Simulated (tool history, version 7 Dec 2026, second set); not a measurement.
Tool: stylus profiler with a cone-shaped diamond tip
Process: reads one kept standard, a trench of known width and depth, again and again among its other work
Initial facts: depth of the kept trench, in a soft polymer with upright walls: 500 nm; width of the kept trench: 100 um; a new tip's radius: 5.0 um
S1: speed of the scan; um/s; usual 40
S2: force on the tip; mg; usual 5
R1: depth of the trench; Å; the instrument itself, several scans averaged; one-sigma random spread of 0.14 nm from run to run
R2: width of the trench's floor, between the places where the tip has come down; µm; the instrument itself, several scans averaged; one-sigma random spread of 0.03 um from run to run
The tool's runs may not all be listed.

Run 1, day 0: usual settings. Result: R1 5074.1 Å, R2 95 µm.
Run 2, day 1.342: usual settings. Result: R1 5078.5 Å, R2 95.09 µm.
Run 3, day 2.554: usual settings. Result: R1 5077.1 Å, R2 95.07 µm.
Run 4, day 3.529: usual settings but S2 4.92 mg. Result: R1 5077.7 Å, R2 95.07 µm.
Run 5, day 4.292: usual settings but S2 4.92 mg. Result: R1 5076.9 Å, R2 95.07 µm.
Run 6, day 6.05: usual settings. Result: R1 5077.3 Å, R2 95.04 µm.
Run 7, day 7.667: usual settings. Result: R1 5080.9 Å, R2 95.03 µm.
Run 8, day 8.929: usual settings but S1 108 um/s. Result: R1 5080.2 Å, R2 94.78 µm.
Run 9, day 9.988: usual settings but S1 108 um/s. Result: R1 5080.4 Å, R2 94.79 µm.
Run 10, day 11.742: usual settings but S1 108 um/s. Result: R1 5078.6 Å, R2 94.72 µm.
Run 11, day 12.904: usual settings but S1 108 um/s. Result: R1 5081.9 Å, R2 94.68 µm.
Run 12, day 14.058: usual settings. Result: R1 5080.6 Å, R2 94.98 µm.
Run 13, day 15.075: usual settings. Result: R1 5079.5 Å, R2 94.98 µm.
Run 14, day 16.121: usual settings. Result: R1 5080 Å, R2 95.01 µm.
Run 15, day 17.625: usual settings but S2 7.01 mg. Result: R1 5098.5 Å, R2 94.99 µm.
Run 16, day 19.138: usual settings but S2 7.01 mg. Result: R1 5098.4 Å, R2 94.97 µm.
Run 17, day 21: usual settings. Result: R1 5079.3 Å, R2 94.96 µm.
Run 18, day 21.783: usual settings. Result: R1 5082.1 Å, R2 94.88 µm.
Run 19, day 23.146: usual settings. Result: R1 5082.7 Å, R2 94.99 µm.
Run 20, day 24.883: usual settings but S2 3.84 mg. Result: R1 5071.6 Å, R2 94.96 µm.
Run 21, day 26.546: usual settings but S1 148 um/s, S2 5.09 mg. Result: R1 5083.7 Å, R2 94.46 µm.
Run 22, day 27.296: usual settings but S1 36 um/s, S2 2.51 mg. Result: R1 5057.1 Å, R2 94.87 µm.
Run 23, day 28.688: usual settings but S1 36 um/s, S2 2.51 mg. Result: R1 5059.2 Å, R2 94.9 µm.
Run 24, day 29.838: usual settings but S1 66 um/s, S2 11.75 mg. Result: R1 5133 Å, R2 94.86 µm.
Run 25, day 31.579: usual settings but S1 21 um/s, S2 2.58 mg. Result: R1 5060.8 Å, R2 94.96 µm.
Run 26, day 32.846: usual settings but S1 30 um/s, S2 4.18 mg. Result: R1 5073.9 Å, R2 94.92 µm.
Run 27, day 34.342: usual settings but S1 15 um/s, S2 9.11 mg. Result: R1 5117.2 Å, R2 95.07 µm.
Run 28, day 35.096: usual settings but S1 15 um/s, S2 9.11 mg. Result: R1 5116.2 Å, R2 95 µm.
Run 29, day 36.292: usual settings but S1 12 um/s, S2 3.59 mg. Result: R1 5071.4 Å, R2 94.99 µm.
Run 30, day 37.192: usual settings but S1 12 um/s, S2 3.59 mg. Result: R1 5074.2 Å, R2 94.96 µm.
Run 31, day 38.475: usual settings but S1 12 um/s, S2 3.59 mg. Result: R1 5075.4 Å, R2 94.95 µm.
Run 32, day 39.758: usual settings but S1 83 um/s, S2 5.61 mg. Result: R1 5089.6 Å, R2 94.68 µm.
Run 33, day 40.779: usual settings but S2 13.06 mg. Result: R1 5144.6 Å, R2 94.9 µm.
Run 34, day 41.733: usual settings but S2 13.1 mg. Result: R1 5144.6 Å, R2 94.92 µm.
Run 35, day 42.725: usual settings but S2 2.25 mg. Result: R1 5061.3 Å, R2 94.73 µm.

Forecast each of these 5 alternatives for the next run:
Run A, day 43.625: usual settings but S1 36 um/s, S2 2.08 mg. Result: R1 ?, R2 ?.
Run B, day 43.625: usual settings but S1 114 um/s, S2 6.14 mg. Result: R1 ?, R2 ?.
Run C, day 43.625: usual settings but S2 6.97 mg. Result: R1 ?, R2 ?.
Run D, day 43.625: usual settings but S1 35 um/s, S2 1.76 mg. Result: R1 ?, R2 ?.
Run E, day 43.625: usual settings but S1 45 um/s, S2 3.54 mg. Result: R1 ?, R2 ?.

run      R1     R2
  A  5056.2  94.78
  B  5096.1  94.58
  C  5104.8  94.84
  D  5053.8  94.77
  E  5072.7  94.74
Take away the tool's hidden state, keep each run's random variation, and the runs would have read:
run      R1     R2
  A  5034.9  95.42
  B  5074.6  95.22
  C  5083.2  95.48
  D  5032.5  95.41
  E  5051.3  95.38
